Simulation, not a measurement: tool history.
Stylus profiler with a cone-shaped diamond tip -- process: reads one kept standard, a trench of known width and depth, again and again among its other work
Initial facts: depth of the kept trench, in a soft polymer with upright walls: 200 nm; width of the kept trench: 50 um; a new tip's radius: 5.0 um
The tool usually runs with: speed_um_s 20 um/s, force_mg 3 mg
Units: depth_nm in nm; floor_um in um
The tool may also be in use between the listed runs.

run,hour,speed_um_s,force_mg,depth_nm,floor_um
1,0,20,3,201.53,47.15
2,22.7,20,3,201.48,47.09
3,59.9,20,3,201.5,47.08
4,85.3,20,1.73,201.25,47.04
5,111,20,1.73,200.99,47.1
6,136.3,20,1.73,201.3,47.07
7,169.1,20,1.73,201.26,47.15
8,189.1,20,1.73,201.21,47.07
9,214.7,20,1.73,201.13,47.07
10,238.2,17,3,201.63,47.11
11,263.5,20,3,201.63,47.14
12,291.5,20,3,201.53,47.1
13,310.5,20,2.54,201.54,47.11
14,335.3,20,2.54,201.32,47.06
15,359.5,20,2.54,201.49,47.12
16,394.9,20,2.54,201.51,47.1
17,433.9,21,2.54,201.53,47.11
18,452,61,3,201.73,46.93
19,490.8,61,3,201.67,46.94
20,530.1,6,3,201.76,47.08
21,561.5,20,3,201.68,47.09
22,580,36,3,201.82,47.01
23,604.3,36,3,201.77,47
24,645.8,7,5.8,202.51,47.1
25,675.6,13,3,201.77,47.09
26,712.7,13,3,201.75,47.08
27,736.4,13,5.36,202.44,47.08
28,764.8,20,7.35,202.87,47.07
29,802.3,20,7.35,202.87,47.05
30,825.5,8,5.98,202.62,47.09
31,845.8,8,5.94,202.72,47.1
32,888.1,8,5.94,202.54,47.1
33,910.3,19,2.5,201.85,47.02
34,948.1,17,3.17,201.93,47.02
35,966.4,17,3.17,201.9,47.07
36,997.1,17,3.17,201.9,47.01
37,1038.8,6,3.17,201.92,47.15
38,1068.9,39,6.37,202.84,46.97
39,1109,27,2.06,201.48,46.99
40,1135.4,27,2.06,201.86,46.95
41,1174.1,27,2.06,201.72,46.93
42,1204.2,24,1.74,201.48,46.95
43,1230.8,44,3,202.03,46.91
44,1267,20,3,202.1,47
45,1287.5,20,3,201.94,47.1
46,1323.6,11,6.42,202.87,47.06

Below are 3 alternative next runs, each starting from the tool's condition after run 46. Predict each:
A,1365,20,1.02,?,?
B,1365,9,1.38,?,?
C,1365,20,3.15,?,?

run,depth_nm,floor_um
A,201.48,46.89
B,201.61,47.01
C,202.26,46.99
Take away the tool's hidden state, keep each run's random variation, and the runs would have read:
run,depth_nm,floor_um
A,200.64,47.02
B,200.76,47.14
C,201.41,47.11
